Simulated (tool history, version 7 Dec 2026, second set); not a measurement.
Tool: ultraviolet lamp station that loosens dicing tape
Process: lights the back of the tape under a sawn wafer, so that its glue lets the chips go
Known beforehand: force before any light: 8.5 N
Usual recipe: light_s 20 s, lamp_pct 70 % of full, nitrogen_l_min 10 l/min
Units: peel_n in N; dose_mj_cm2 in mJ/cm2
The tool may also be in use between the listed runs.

run,hour,light_s,lamp_pct,nitrogen_l_min,peel_n,dose_mj_cm2
1,0.0,20,70,10,0.801,486
2,29.9,20,84,10,0.538,577
3,68.8,20,84,10,0.568,585
4,105.9,20,84,10,0.560,588
5,139.4,20,70,10,0.822,482
# hour 156.4: window cleaned of glue's vapour
6,176.2,20,70,10,0.826,488
7,212.1,20,64,10,0.976,445
8,239.3,11,70,10,2.267,269
9,271.1,11,70,10,2.258,261
10,310.1,11,70,10,2.271,269
11,330.5,11,70,10,2.234,267
12,354.6,11,70,10,2.226,268
13,372.6,11,70,10,2.258,270
14,405.1,20,70,10,0.823,480
15,426.0,20,70,10,0.845,481
16,460.3,20,93,10,0.431,642
17,500.9,20,95,10,0.422,653
18,543.6,20,95,10,0.414,662
19,586.5,20,70,11,0.761,484
20,612.2,20,70,11,0.769,488
21,645.2,22,70,10,0.694,535
22,666.1,22,70,10,0.665,534
23,707.3,31,73,4,0.627,788
# hour 717.4: window cleaned of glue's vapour
24,751.4,13,64,5,2.738,292
25,789.2,13,64,5,2.886,290
26,814.0,17,70,5,1.777,413
27,841.1,13,70,15,1.407,319
28,879.1,13,70,15,1.497,315
# hour 904.8: lamp changed
29,904.8,13,70,15,1.449,324
30,924.7,20,94,15,0.319,653
31,951.5,20,94,15,0.326,643
32,969.7,34,84,4,0.382,993
33,1011.0,34,84,8,0.198,992
34,1048.0,20,70,19,0.564,483
35,1077.5,22,70,4,1.349,532
36,1107.8,15,70,4,2.398,363
37,1141.1,20,97,8,0.466,673
38,1164.7,20,69,5,1.351,476
39,1192.3,20,70,7,1.042,490
40,1233.4,20,62,17,0.740,427
41,1261.7,20,62,17,0.769,426
# hour 1278.2: window cleaned of glue's vapour
42,1283.0,23,73,17,0.360,579
43,1304.6,12,73,17,1.420,301

3 options for the next run, each taken on its own from the tool as it stands now. Forecast them:
A,1331.5,13,70,10,?,?
B,1331.5,26,75,17,?,?
C,1331.5,16,93,13,?,?

run,peel_n,dose_mj_cm2
A,1.794,315
B,0.275,676
C,0.598,517
Stripped of hidden state, with their random variation kept, the same runs would have yielded:
run,peel_n,dose_mj_cm2
A,1.793,316
B,0.274,676
C,0.598,518
